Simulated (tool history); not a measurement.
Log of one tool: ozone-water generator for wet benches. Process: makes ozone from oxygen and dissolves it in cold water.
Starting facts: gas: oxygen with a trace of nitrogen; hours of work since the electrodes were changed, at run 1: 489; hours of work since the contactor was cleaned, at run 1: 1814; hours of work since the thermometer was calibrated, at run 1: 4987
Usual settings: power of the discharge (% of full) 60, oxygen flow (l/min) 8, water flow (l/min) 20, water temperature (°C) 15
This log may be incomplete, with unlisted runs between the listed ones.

| run | hour | power of the discharge (% of full) | oxygen flow (l/min) | water flow (l/min) | water temperature (°C) | hours of work since the electrodes were changed | hours of work since the contactor was cleaned | hours of work since the thermometer was calibrated | dissolved ozone (ppm) | ozone in the gas ahead of the water (g/m3) |
|---|---|---|---|---|---|---|---|---|---|---|
| 1 | 0 | 60 | 8 | 20 | 15 | 489 | 1814 | 4987 | 20.9 | 158.6 |
| 2 | 26.8 | 60 | 8 | 20 | 15 | 514 | 1839 | 5011 | 20.9 | 161.3 |
| 3 | 47.2 | 60 | 8 | 20 | 15 | 532 | 1857 | 5030 | 20.8 | 160.4 |
| 4 | 62.1 | 60 | 8 | 20 | 15 | 546 | 1871 | 5044 | 21.2 | 161.4 |
| 5 | 92 | 60 | 8 | 16 | 15 | 573 | 1898 | 5071 | 24.8 | 161 |
| 6 | 117.9 | 60 | 8 | 16 | 15 | 597 | 1922 | 5095 | 24.8 | 158.1 |
| 7 | 135.1 | 60 | 8 | 16 | 15 | 613 | 1938 | 5111 | 25.2 | 159.3 |
| 8 | 164.6 | 60 | 8 | 16 | 15 | 640 | 1965 | 5138 | 25.2 | 160.7 |
| 9 | 180 | 60 | 8 | 20 | 17 | 654 | 1979 | 5152 | 20.1 | 157.9 |
| 10 | 208.3 | 60 | 8 | 20 | 11 | 680 | 2005 | 5178 | 22.3 | 159.8 |
| 11 | 235.7 | 60 | 11.81 | 20 | 15 | 705 | 2030 | 5203 | 21.5 | 140.1 |
| 12 | 261.8 | 60 | 11.81 | 20 | 15 | 729 | 2054 | 5227 | 21.4 | 139.2 |
| 13 | 294.9 | 60 | 11.81 | 20 | 15 | 759 | 2084 | 5257 | 21.3 | 141 |
| 14 | 314.4 | 60 | 8 | 20 | 15 | 777 | 2102 | 5275 | 21 | 158.2 |
| 15 | 339.6 | 60 | 8 | 20 | 15 | 800 | 2125 | 5298 | 21 | 159.7 |
|  | 342.2 | water thermometer calibrated |
| 16 | 369.7 | 60 | 8 | 20 | 15 | 827 | 2152 | 25 | 20.6 | 161 |
| 17 | 394.7 | 60 | 8 | 20 | 15 | 850 | 2175 | 48 | 20.8 | 159.6 |
| 18 | 417.6 | 90 | 10.62 | 12 | 19 | 871 | 2196 | 69 | 34.8 | 184.5 |
| 19 | 434.1 | 90 | 10.62 | 12 | 19 | 886 | 2211 | 84 | 34.2 | 183 |
| 20 | 466.9 | 41 | 7.22 | 12 | 19 | 917 | 2242 | 114 | 22.2 | 133.5 |
| 21 | 486.2 | 41 | 7.22 | 12 | 19 | 934 | 2259 | 132 | 22.6 | 132.2 |
| 22 | 505.2 | 60 | 8 | 20 | 10 | 952 | 2277 | 149 | 22.4 | 161 |
| 23 | 529.9 | 60 | 10.45 | 20 | 10 | 974 | 2299 | 172 | 23.2 | 144.7 |
|  | 540.7 | water thermometer calibrated, once more |
| 24 | 563.7 | 60 | 10.45 | 20 | 10 | 1005 | 2330 | 21 | 23.4 | 145.2 |
| 25 | 594.3 | 60 | 5.06 | 27 | 15 | 1033 | 2358 | 49 | 13.9 | 184.8 |
| 26 | 613.4 | 60 | 6.76 | 16 | 20 | 1050 | 2375 | 67 | 22.2 | 168.6 |
| 27 | 637 | 60 | 6.76 | 20 | 20 | 1072 | 2397 | 88 | 18.3 | 169.5 |
| 28 | 666.2 | 60 | 8.52 | 14 | 15 | 1099 | 2424 | 115 | 27.8 | 155.3 |
| 29 | 681.9 | 44 | 4.64 | 19 | 8 | 1113 | 2438 | 129 | 17.8 | 156.7 |
| 30 | 699.5 | 44 | 4.64 | 19 | 8 | 1129 | 2454 | 146 | 17.6 | 159.6 |
| 31 | 720.9 | 44 | 8 | 31 | 15 | 1149 | 2474 | 165 | 11.4 | 133.1 |
| 32 | 736.9 | 44 | 8 | 31 | 15 | 1164 | 2489 | 180 | 11.3 | 132.8 |
| 33 | 766.2 | 47 | 8 | 20 | 13 | 1190 | 2515 | 207 | 18.6 | 138.7 |

Entry by entry between the runs, the difference in hidden state between the last listed run before and the first listed run after:
Run 15 -> run 16: water thermometer calibrated (hour 342.2)
  true water temperature over the reading, C: 0.32 -> 0.52
  what was measured, less what the result would be without the hidden state, dissolved ozone (ppm): -0.7 -> -0.8; ozone in the gas ahead of the water (g/m3): -1.1 -> -1.1
Run 23 -> run 24: water thermometer calibrated, once more (hour 540.7)
  yield of the discharge, % of new electrodes': 99 -> 98.9; contactor's efficiency, % of a clean one's: 95.7 -> 95.6; true water temperature over the reading, C: 0.53 -> -0.06
  what was measured, less what the result would be without the hidden state, dissolved ozone (ppm): -1 -> -0.8; ozone in the gas ahead of the water (g/m3): -1.4 -> -1.4

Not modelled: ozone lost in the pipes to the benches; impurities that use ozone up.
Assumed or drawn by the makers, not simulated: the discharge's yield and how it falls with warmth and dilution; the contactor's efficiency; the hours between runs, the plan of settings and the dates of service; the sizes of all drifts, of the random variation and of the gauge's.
